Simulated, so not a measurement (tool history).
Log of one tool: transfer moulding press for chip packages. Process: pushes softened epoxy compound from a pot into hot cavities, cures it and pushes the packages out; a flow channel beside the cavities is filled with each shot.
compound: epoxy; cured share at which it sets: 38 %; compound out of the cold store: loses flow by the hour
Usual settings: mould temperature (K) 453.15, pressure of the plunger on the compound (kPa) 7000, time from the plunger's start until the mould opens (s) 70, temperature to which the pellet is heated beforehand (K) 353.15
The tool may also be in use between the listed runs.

run	hour	mould temperature (K)	pressure of the plunger on the compound (kPa)	time from the plunger's start until the mould opens (s)	temperature to which the pellet is heated beforehand (K)	incoming compound's hours out of the cold store	length that the compound runs in the flow channel (mm)	greatest force on the pins that push the packages out (N)
1	0	453.15	7000	70	353.15	22.5	936	435
2	17.6	453.15	7000	70	353.15	22.3	941	436
3	31.4	453.15	7000	70	353.15	44.1	852	442
# hour 41.4: cavities cleaned with cleaning compound and waxed
4	50.3	453.15	7000	55	353.15	26.8	917	501
5	72.8	453.15	7000	70	353.15	46.9	836	358
6	97.3	453.15	7000	70	353.15	41.5	860	411
7	121.6	453.15	7000	70	353.15	25.8	914	422
8	135.1	453.15	7000	70	353.15	11.7	960	460
# hour 144.5: cavities cleaned with cleaning compound and waxed
9	162.3	453.15	7000	70	353.15	10.1	961	352
# hour 171.8: plunger's sealing rings changed
10	180.1	453.15	7000	70	353.15	13.4	1005	369
11	193.6	453.15	7000	70	353.15	33.4	929	394
12	218.2	447.15	6760	54	353.15	25.8	956	1070
13	232.1	447.15	6760	54	353.15	20.1	968	1136
14	246.5	457.15	7610	89	353.15	10.7	1028	363
# hour 249.5: cavities cleaned with cleaning compound and waxed
15	266.5	453.15	7000	70	360.15	32	908	317

Forecast run 16:
16	286	450.15	7000	70	353.15	19.2	?	?

{"run 16": {"length that the compound runs in the flow channel (mm)": 972, "greatest force on the pins that push the packages out (N)": 456}}
Without the tool's hidden state the same run would have given length that the compound runs in the flow channel (mm) 995, greatest force on the pins that push the packages out (N) 320.

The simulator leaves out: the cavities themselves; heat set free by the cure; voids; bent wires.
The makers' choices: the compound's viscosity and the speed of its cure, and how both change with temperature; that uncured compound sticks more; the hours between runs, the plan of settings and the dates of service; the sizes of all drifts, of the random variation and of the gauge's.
